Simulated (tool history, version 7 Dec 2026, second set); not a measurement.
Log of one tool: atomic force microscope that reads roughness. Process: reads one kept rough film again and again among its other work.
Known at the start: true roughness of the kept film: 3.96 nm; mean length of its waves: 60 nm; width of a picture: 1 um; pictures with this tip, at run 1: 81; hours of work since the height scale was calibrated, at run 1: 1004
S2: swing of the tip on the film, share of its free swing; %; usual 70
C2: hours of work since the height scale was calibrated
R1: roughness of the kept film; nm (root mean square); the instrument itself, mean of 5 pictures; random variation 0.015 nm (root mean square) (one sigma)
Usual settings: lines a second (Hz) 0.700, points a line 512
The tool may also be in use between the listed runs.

run 1 hour=0.0 | lines_a_second_(Hz)=0.700 S2=70 points_a_line=512 | pictures_with_this_tip=81 C2=1004 | R1=3.693
-- hour=35.6 new tip fitted
run 2 hour=49.3 | lines_a_second_(Hz)=0.700 S2=70 points_a_line=512 | pictures_with_this_tip=22 C2=1040 | R1=3.664
-- hour=69.2 height scale calibrated on a step standard
run 3 hour=90.8 | lines_a_second_(Hz)=0.700 S2=70 points_a_line=512 | pictures_with_this_tip=87 C2=16 | R1=3.662
run 4 hour=113.4 | lines_a_second_(Hz)=0.700 S2=70 points_a_line=512 | pictures_with_this_tip=124 C2=33 | R1=3.658
-- hour=122.9 new tip fitted
run 5 hour=148.8 | lines_a_second_(Hz)=0.700 S2=70 points_a_line=512 | pictures_with_this_tip=42 C2=59 | R1=3.691
run 6 hour=179.0 | lines_a_second_(Hz)=0.700 S2=70 points_a_line=512 | pictures_with_this_tip=90 C2=81 | R1=3.649
run 7 hour=202.3 | lines_a_second_(Hz)=0.700 S2=70 points_a_line=512 | pictures_with_this_tip=127 C2=98 | R1=3.691
-- hour=207.6 new tip fitted
run 8 hour=224.4 | lines_a_second_(Hz)=0.700 S2=70 points_a_line=512 | pictures_with_this_tip=27 C2=114 | R1=3.654
run 9 hour=250.2 | lines_a_second_(Hz)=0.700 S2=70 points_a_line=512 | pictures_with_this_tip=68 C2=134 | R1=3.674
-- hour=294.3 new tip fitted
run 10 hour=294.3 | lines_a_second_(Hz)=0.700 S2=70 points_a_line=512 | pictures_with_this_tip=0 C2=166 | R1=3.653
run 11 hour=341.4 | lines_a_second_(Hz)=0.700 S2=70 points_a_line=512 | pictures_with_this_tip=76 C2=201 | R1=3.650
-- hour=380.9 new tip fitted
run 12 hour=391.4 | lines_a_second_(Hz)=0.700 S2=70 points_a_line=512 | pictures_with_this_tip=16 C2=238 | R1=3.689
run 13 hour=437.0 | lines_a_second_(Hz)=0.700 S2=75 points_a_line=512 | pictures_with_this_tip=90 C2=272 | R1=3.618
-- hour=467.7 new tip fitted
run 14 hour=468.6 | lines_a_second_(Hz)=0.700 S2=70 points_a_line=412 | pictures_with_this_tip=1 C2=295 | R1=3.656
run 15 hour=515.0 | lines_a_second_(Hz)=0.700 S2=70 points_a_line=512 | pictures_with_this_tip=76 C2=329 | R1=3.662
-- hour=553.4 new tip fitted
run 16 hour=560.0 | lines_a_second_(Hz)=0.700 S2=70 points_a_line=512 | pictures_with_this_tip=10 C2=362 | R1=3.663
run 17 hour=591.3 | lines_a_second_(Hz)=0.700 S2=70 points_a_line=512 | pictures_with_this_tip=60 C2=385 | R1=3.666
run 18 hour=613.9 | lines_a_second_(Hz)=2.018 S2=70 points_a_line=512 | pictures_with_this_tip=97 C2=402 | R1=3.464
-- hour=639.3 new tip fitted
run 19 hour=666.3 | lines_a_second_(Hz)=0.700 S2=74 points_a_line=512 | pictures_with_this_tip=43 C2=441 | R1=3.647
run 20 hour=710.9 | lines_a_second_(Hz)=2.772 S2=70 points_a_line=512 | pictures_with_this_tip=115 C2=474 | R1=3.345
-- hour=726.3 new tip fitted
run 21 hour=739.9 | lines_a_second_(Hz)=2.772 S2=70 points_a_line=512 | pictures_with_this_tip=21 C2=495 | R1=3.365
run 22 hour=783.9 | lines_a_second_(Hz)=0.700 S2=84 points_a_line=512 | pictures_with_this_tip=92 C2=527 | R1=3.522
-- hour=812.3 new tip fitted
run 23 hour=812.3 | lines_a_second_(Hz)=0.700 S2=70 points_a_line=512 | pictures_with_this_tip=0 C2=548 | R1=3.687
run 24 hour=837.4 | lines_a_second_(Hz)=0.700 S2=70 points_a_line=475 | pictures_with_this_tip=40 C2=567 | R1=3.652
run 25 hour=863.8 | lines_a_second_(Hz)=0.700 S2=70 points_a_line=475 | pictures_with_this_tip=82 C2=586 | R1=3.675
-- hour=897.6 new tip fitted
run 26 hour=900.6 | lines_a_second_(Hz)=1.043 S2=80 points_a_line=899 | pictures_with_this_tip=5 C2=613 | R1=3.471
run 27 hour=924.8 | lines_a_second_(Hz)=1.061 S2=56 points_a_line=553 | pictures_with_this_tip=43 C2=631 | R1=3.712
run 28 hour=968.0 | lines_a_second_(Hz)=3.332 S2=56 points_a_line=289 | pictures_with_this_tip=113 C2=663 | R1=3.551
-- hour=986.1 new tip fitted
run 29 hour=1018.9 | lines_a_second_(Hz)=0.700 S2=75 points_a_line=512 | pictures_with_this_tip=53 C2=701 | R1=3.626
run 30 hour=1062.0 | lines_a_second_(Hz)=0.792 S2=87 points_a_line=386 | pictures_with_this_tip=122 C2=733 | R1=3.461
-- hour=1073.5 new tip fitted
run 31 hour=1093.8 | lines_a_second_(Hz)=0.792 S2=87 points_a_line=386 | pictures_with_this_tip=33 C2=756 | R1=3.454
run 32 hour=1142.9 | lines_a_second_(Hz)=1.163 S2=85 points_a_line=288 | pictures_with_this_tip=112 C2=792 | R1=3.384
-- hour=1159.0 new tip fitted
run 33 hour=1196.1 | lines_a_second_(Hz)=2.941 S2=89 points_a_line=304 | pictures_with_this_tip=59 C2=831 | R1=2.758
-- hour=1245.0 new tip fitted
run 34 hour=1245.0 | lines_a_second_(Hz)=2.941 S2=89 points_a_line=482 | pictures_with_this_tip=0 C2=867 | R1=2.768
run 35 hour=1271.6 | lines_a_second_(Hz)=1.278 S2=88 points_a_line=650 | pictures_with_this_tip=42 C2=887 | R1=3.304
run 36 hour=1299.0 | lines_a_second_(Hz)=1.506 S2=64 points_a_line=416 | pictures_with_this_tip=86 C2=907 | R1=3.609
-- hour=1332.6 new tip fitted
run 37 hour=1339.9 | lines_a_second_(Hz)=1.778 S2=70 points_a_line=346 | pictures_with_this_tip=11 C2=937 | R1=3.495
run 38 hour=1366.8 | lines_a_second_(Hz)=2.648 S2=75 points_a_line=805 | pictures_with_this_tip=54 C2=957 | R1=3.251
run 39 hour=1405.2 | lines_a_second_(Hz)=0.613 S2=75 points_a_line=481 | pictures_with_this_tip=116 C2=986 | R1=3.648
-- hour=1418.0 new tip fitted
run 40 hour=1430.9 | lines_a_second_(Hz)=0.613 S2=75 points_a_line=481 | pictures_with_this_tip=21 C2=1005 | R1=3.626
run 41 hour=1481.8 | lines_a_second_(Hz)=1.630 S2=56 points_a_line=731 | pictures_with_this_tip=102 C2=1042 | R1=3.674
-- hour=1501.2 height scale calibrated on a step standard
-- hour=1505.1 new tip fitted
run 42 hour=1507.5 | lines_a_second_(Hz)=0.954 S2=70 points_a_line=488 | pictures_with_this_tip=4 C2=4 | R1=3.632
run 43 hour=1542.2 | lines_a_second_(Hz)=1.541 S2=77 points_a_line=512 | pictures_with_this_tip=60 C2=30 | R1=3.427
run 44 hour=1575.3 | lines_a_second_(Hz)=1.541 S2=77 points_a_line=512 | pictures_with_this_tip=113 C2=55 | R1=3.409
-- hour=1590.9 new tip fitted
run 45 hour=1606.1 | lines_a_second_(Hz)=1.541 S2=77 points_a_line=512 | pictures_with_this_tip=24 C2=77 | R1=3.415
run 46 hour=1630.8 | lines_a_second_(Hz)=1.541 S2=77 points_a_line=512 | pictures_with_this_tip=64 C2=95 | R1=3.400
run 47 hour=1660.9 | lines_a_second_(Hz)=1.541 S2=77 points_a_line=512 | pictures_with_this_tip=112 C2=118 | R1=3.402
-- hour=1676.8 new tip fitted
run 48 hour=1685.9 | lines_a_second_(Hz)=2.990 S2=77 points_a_line=783 | pictures_with_this_tip=15 C2=136 | R1=3.150
run 49 hour=1726.4 | lines_a_second_(Hz)=0.607 S2=70 points_a_line=752 | pictures_with_this_tip=80 C2=166 | R1=3.697

5 ways to go on from here, each from the tool as it stands after run 49. What would each give?
-- hour=1761.5 new tip fitted
run A hour=1765.9 | lines_a_second_(Hz)=0.893 S2=63 points_a_line=311 | pictures_with_this_tip=7 C2=195 | R1=?
-- hour=1761.5 new tip fitted
run B hour=1765.9 | lines_a_second_(Hz)=0.707 S2=85 points_a_line=738 | pictures_with_this_tip=7 C2=195 | R1=?
-- hour=1761.5 new tip fitted
run C hour=1765.9 | lines_a_second_(Hz)=0.942 S2=64 points_a_line=512 | pictures_with_this_tip=7 C2=195 | R1=?
-- hour=1761.5 new tip fitted
run D hour=1765.9 | lines_a_second_(Hz)=0.827 S2=60 points_a_line=445 | pictures_with_this_tip=7 C2=195 | R1=?
-- hour=1761.5 new tip fitted
run E hour=1765.9 | lines_a_second_(Hz)=2.083 S2=72 points_a_line=870 | pictures_with_this_tip=7 C2=195 | R1=?

run=A R1=3.646
run=B R1=3.537
run=C R1=3.660
run=D R1=3.693
run=E R1=3.415
Without the tool's hidden state the same runs would have given:
run=A R1=3.647
run=B R1=3.538
run=C R1=3.661
run=D R1=3.694
run=E R1=3.415
